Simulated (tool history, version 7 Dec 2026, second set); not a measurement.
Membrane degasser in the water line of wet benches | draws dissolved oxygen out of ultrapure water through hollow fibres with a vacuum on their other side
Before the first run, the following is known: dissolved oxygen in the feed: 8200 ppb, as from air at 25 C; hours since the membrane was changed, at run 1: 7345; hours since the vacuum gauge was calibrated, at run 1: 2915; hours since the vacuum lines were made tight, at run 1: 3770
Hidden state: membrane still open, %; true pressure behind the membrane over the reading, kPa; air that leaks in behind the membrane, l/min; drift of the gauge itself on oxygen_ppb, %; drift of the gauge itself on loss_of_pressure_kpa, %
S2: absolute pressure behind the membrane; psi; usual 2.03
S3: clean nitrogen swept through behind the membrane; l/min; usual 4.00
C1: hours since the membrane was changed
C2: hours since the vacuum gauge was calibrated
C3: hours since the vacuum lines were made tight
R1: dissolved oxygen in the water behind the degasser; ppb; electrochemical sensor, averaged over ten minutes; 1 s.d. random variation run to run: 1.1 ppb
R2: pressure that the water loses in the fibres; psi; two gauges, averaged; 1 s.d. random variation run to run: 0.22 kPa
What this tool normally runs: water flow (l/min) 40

{"run": 1, "day": 0.0, "water flow (l/min)": 40, "S2": 2.03, "S3": 4.0, "C1": 7345, "C2": 2915, "C3": 3770, "R1": 255.8, "R2": 7.95}
{"run": 2, "day": 8.767, "water flow (l/min)": 40, "S2": 2.03, "S3": 4.0, "C1": 7555, "C2": 3126, "C3": 3980, "R1": 253.3, "R2": 7.932}
{"day": 9.996, "done": "vacuum gauge calibrated"}
{"run": 3, "day": 15.296, "water flow (l/min)": 40, "S2": 2.03, "S3": 7.49, "C1": 7711, "C2": 127, "C3": 4137, "R1": 144.9, "R2": 7.942}
{"run": 4, "day": 25.862, "water flow (l/min)": 40, "S2": 2.03, "S3": 7.49, "C1": 7965, "C2": 381, "C3": 4390, "R1": 143.7, "R2": 7.893}
{"run": 5, "day": 31.408, "water flow (l/min)": 40, "S2": 2.03, "S3": 7.49, "C1": 8098, "C2": 514, "C3": 4523, "R1": 143.9, "R2": 7.913}
{"run": 6, "day": 39.65, "water flow (l/min)": 40, "S2": 2.03, "S3": 7.49, "C1": 8296, "C2": 712, "C3": 4721, "R1": 144.0, "R2": 7.947}
{"run": 7, "day": 51.417, "water flow (l/min)": 40, "S2": 2.03, "S3": 7.49, "C1": 8578, "C2": 994, "C3": 5004, "R1": 145.6, "R2": 7.921}
{"run": 8, "day": 62.433, "water flow (l/min)": 40, "S2": 2.03, "S3": 7.49, "C1": 8843, "C2": 1258, "C3": 5268, "R1": 144.9, "R2": 7.97}
{"run": 9, "day": 72.379, "water flow (l/min)": 40, "S2": 1.42, "S3": 7.49, "C1": 9081, "C2": 1497, "C3": 5507, "R1": 91.0, "R2": 7.884}
{"run": 10, "day": 80.488, "water flow (l/min)": 40, "S2": 1.42, "S3": 7.49, "C1": 9276, "C2": 1692, "C3": 5701, "R1": 90.8, "R2": 7.984}
{"run": 11, "day": 86.662, "water flow (l/min)": 40, "S2": 3.16, "S3": 4.0, "C1": 9424, "C2": 1840, "C3": 5849, "R1": 427.4, "R2": 7.926}
{"run": 12, "day": 96.804, "water flow (l/min)": 49, "S2": 1.55, "S3": 2.15, "C1": 9668, "C2": 2083, "C3": 6093, "R1": 374.5, "R2": 9.693}
{"run": 13, "day": 103.621, "water flow (l/min)": 64, "S2": 2.03, "S3": 4.0, "C1": 9831, "C2": 2247, "C3": 6256, "R1": 413.7, "R2": 12.705}
{"run": 14, "day": 109.192, "water flow (l/min)": 38, "S2": 1.46, "S3": 2.41, "C1": 9965, "C2": 2381, "C3": 6390, "R1": 247.2, "R2": 7.549}
{"run": 15, "day": 121.85, "water flow (l/min)": 27, "S2": 2.03, "S3": 4.0, "C1": 10269, "C2": 2685, "C3": 6694, "R1": 173.5, "R2": 5.349}
{"run": 16, "day": 127.467, "water flow (l/min)": 35, "S2": 2.73, "S3": 2.26, "C1": 10403, "C2": 2819, "C3": 6829, "R1": 524.3, "R2": 6.953}

Run 17 has not been measured yet. What should we expect?
{"run": 17, "day": 138.746, "water flow (l/min)": 31, "S2": 2.32, "S3": 2.59, "C1": 10674, "C2": 3090, "C3": 7099, "R1": "?", "R2": "?"}

{"run 17": {"R1": 348.9, "R2": 6.166}}
Had the tool carried no hidden state, the very same run would have given R1 348.7 ppb, R2 6.157 psi.
